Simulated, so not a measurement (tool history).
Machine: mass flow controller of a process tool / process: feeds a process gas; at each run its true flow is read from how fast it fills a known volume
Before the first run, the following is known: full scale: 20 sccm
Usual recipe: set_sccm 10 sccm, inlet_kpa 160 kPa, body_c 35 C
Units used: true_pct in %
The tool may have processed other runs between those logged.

Run 1, hour 0.0: usual settings. Result: true_pct 98.74 %.
Run 2, hour 63.0: usual settings. Result: true_pct 98.65 %.
Run 3, hour 214.8: usual settings. Result: true_pct 98.48 %.
Run 4, hour 299.0: usual settings. Result: true_pct 98.48 %.
Run 5, hour 383.4: usual settings. Result: true_pct 98.45 %.
Run 6, hour 498.2: usual settings. Result: true_pct 98.39 %.
Run 7, hour 575.4: usual settings but inlet_kpa 276 kPa. Result: true_pct 97.80 %.
Run 8, hour 694.9: usual settings but inlet_kpa 276 kPa. Result: true_pct 97.73 %.
Run 9, hour 770.3: usual settings but inlet_kpa 276 kPa. Result: true_pct 97.68 %.
Run 10, hour 838.7: usual settings but inlet_kpa 276 kPa. Result: true_pct 97.44 %.

Predict the results of run 11:
Run 11, hour 970.7: usual settings but set_sccm 12 sccm, inlet_kpa 276 kPa. Result: true_pct ?.

true_pct: 97.77 %
With no hidden state in the tool, this same run would have given true_pct 98.86 %.

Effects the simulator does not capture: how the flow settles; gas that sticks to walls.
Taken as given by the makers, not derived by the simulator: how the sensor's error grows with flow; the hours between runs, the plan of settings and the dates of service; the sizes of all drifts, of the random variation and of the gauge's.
